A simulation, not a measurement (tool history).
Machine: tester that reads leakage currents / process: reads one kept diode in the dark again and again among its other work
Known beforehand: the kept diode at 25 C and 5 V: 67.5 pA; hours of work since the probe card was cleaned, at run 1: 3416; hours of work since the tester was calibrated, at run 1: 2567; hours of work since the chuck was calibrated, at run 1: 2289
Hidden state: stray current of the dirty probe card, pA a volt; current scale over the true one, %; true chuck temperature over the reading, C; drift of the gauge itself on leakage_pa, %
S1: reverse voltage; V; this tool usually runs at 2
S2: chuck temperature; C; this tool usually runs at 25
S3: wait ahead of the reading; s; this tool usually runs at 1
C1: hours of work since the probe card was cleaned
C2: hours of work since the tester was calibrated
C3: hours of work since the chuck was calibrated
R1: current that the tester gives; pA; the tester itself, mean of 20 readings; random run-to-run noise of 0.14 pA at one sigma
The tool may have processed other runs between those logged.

Run 1, day 0: usual settings; C1 3416; C2 2567; C3 2289. Result: R1 49.5 pA.
Run 2, day 4.962: usual settings but S1 2.23 V; C1 3490; C2 2642; C3 2363. Result: R1 52.65 pA.
At day 5.467: chuck's temperature calibrated.
Run 3, day 10.442: usual settings but S1 6.89 V; C1 3571; C2 2723; C3 75. Result: R1 85.21 pA.
Run 4, day 14.721: usual settings but S1 5.45 V; C1 3635; C2 2787; C3 139. Result: R1 75.01 pA.
Run 5, day 19.221: usual settings but S1 5.45 V; C1 3703; C2 2854; C3 206. Result: R1 75.39 pA.
At day 21.488: probe card cleaned and baked.
Run 6, day 22.808: usual settings but S1 5.45 V; C1 20; C2 2906; C3 258. Result: R1 73.18 pA.
Run 7, day 28.033: usual settings; C1 98; C2 2985; C3 337. Result: R1 43.82 pA.
Run 8, day 32.917: usual settings; C1 172; C2 3058; C3 410. Result: R1 43.75 pA.
Run 9, day 35.446: usual settings; C1 210; C2 3096; C3 448. Result: R1 43.9 pA.
Run 10, day 40.204: usual settings; C1 281; C2 3168; C3 520. Result: R1 44.2 pA.
Run 11, day 44.183: usual settings; C1 341; C2 3227; C3 579. Result: R1 44.34 pA.
Run 12, day 47.471: usual settings; C1 390; C2 3277; C3 629. Result: R1 44.4 pA.
Run 13, day 53.138: usual settings; C1 475; C2 3362; C3 714. Result: R1 44.71 pA.
Run 14, day 57.492: usual settings; C1 541; C2 3427; C3 779. Result: R1 44.83 pA.
Run 15, day 62.492: usual settings but S3 5.41 s; C1 616; C2 3502; C3 854. Result: R1 44.43 pA.
Run 16, day 67.788: usual settings; C1 695; C2 3582; C3 934. Result: R1 45.08 pA.
Run 17, day 72.792: usual settings; C1 770; C2 3657; C3 1009. Result: R1 45.48 pA.
Run 18, day 78.179: usual settings but S3 3.84 s; C1 851; C2 3738; C3 1090. Result: R1 44.96 pA.
Run 19, day 81.454: usual settings but S3 3.84 s; C1 900; C2 3787; C3 1139. Result: R1 45.22 pA.
Run 20, day 84.388: usual settings but S1 19.73 V, S2 26 C, S3 5.01 s; C1 944; C2 3831; C3 1183. Result: R1 159.51 pA.
Run 21, day 89.292: usual settings but S1 4.53 V, S3 2.91 s; C1 1018; C2 3905; C3 1257. Result: R1 69.5 pA.
Run 22, day 93.096: usual settings but S2 59 C, S3 1.18 s; C1 1075; C2 3962; C3 1314. Result: R1 579.57 pA.
Run 23, day 96.525: usual settings but S1 7.81 V, S2 30 C; C1 1127; C2 4013; C3 1365. Result: R1 140.7 pA.
Run 24, day 100.617: usual settings but S1 1.69 V, S2 31 C, S3 8 s; C1 1188; C2 4075; C3 1427. Result: R1 68.72 pA.
Run 25, day 104.117: usual settings but S1 1.64 V, S2 31 C, S3 5.71 s; C1 1241; C2 4127; C3 1479. Result: R1 67.71 pA.
Run 26, day 106.979: usual settings but S1 1.64 V, S2 31 C, S3 5.71 s; C1 1284; C2 4170; C3 1522. Result: R1 68.06 pA.
Run 27, day 110.167: usual settings but S1 11.52 V, S2 31 C, S3 1.73 s; C1 1331; C2 4218; C3 1570. Result: R1 187 pA.
Run 28, day 113.142: usual settings but S1 6.81 V, S3 0.3 s; C1 1376; C2 4263; C3 1615. Result: R1 95.37 pA.
Run 29, day 117.038: usual settings but S2 30 C; C1 1435; C2 4321; C3 1673. Result: R1 70.49 pA.
Run 30, day 121.288: usual settings but S1 6.18 V, S3 0.44 s; C1 1498; C2 4385; C3 1737. Result: R1 87.76 pA.
Run 31, day 123.788: usual settings but S3 6.77 s; C1 1536; C2 4422; C3 1774. Result: R1 46.91 pA.
Run 32, day 127.438: usual settings but S1 1.26 V, S2 44 C, S3 3.9 s; C1 1591; C2 4477; C3 1829. Result: R1 163.52 pA.
Run 33, day 131.888: usual settings but S1 2.66 V, S2 21 C, S3 2.9 s; C1 1657; C2 4544; C3 1896. Result: R1 39.27 pA.
At day 136.625: tester calibrated.
Run 34, day 136.625: usual settings but S1 18.47 V, S2 48 C, S3 2 s; C1 1727; C2 0; C3 1966. Result: R1 881.16 pA.
Run 35, day 141.971: usual settings but S1 18.47 V, S2 48 C, S3 2 s; C1 1808; C2 80; C3 2046. Result: R1 878.42 pA.
Run 36, day 144.771: usual settings but S1 12.92 V, S2 48 C, S3 4.53 s; C1 1850; C2 122; C3 2088. Result: R1 731.37 pA.
Run 37, day 147.517: usual settings but S1 7.05 V, S2 46 C, S3 0.85 s; C1 1891; C2 164; C3 2130. Result: R1 471.83 pA.
Run 38, day 150.333: usual settings but S1 8.09 V, S2 21 C, S3 8.21 s; C1 1933; C2 206; C3 2172. Result: R1 71.46 pA.

Below are 3 alternative next runs, each starting from the tool's condition after run 38. Predict each:
Run A, day 153.646: usual settings but S1 1.3 V, S2 44 C, S3 8.21 s; C1 1983; C2 256; C3 2222. Result: R1 ?.
Run B, day 153.646: usual settings but S2 34 C, S3 8.51 s; C1 1983; C2 256; C3 2222. Result: R1 ?.
Run C, day 153.646: usual settings but S2 27 C, S3 0.33 s; C1 1983; C2 256; C3 2222. Result: R1 ?.

run      R1
  A  172.42
  B   99.79
  C   59.37
Without the tool's hidden state the same runs would have given:
run      R1
  A  154.43
  B   88.48
  C   52.44

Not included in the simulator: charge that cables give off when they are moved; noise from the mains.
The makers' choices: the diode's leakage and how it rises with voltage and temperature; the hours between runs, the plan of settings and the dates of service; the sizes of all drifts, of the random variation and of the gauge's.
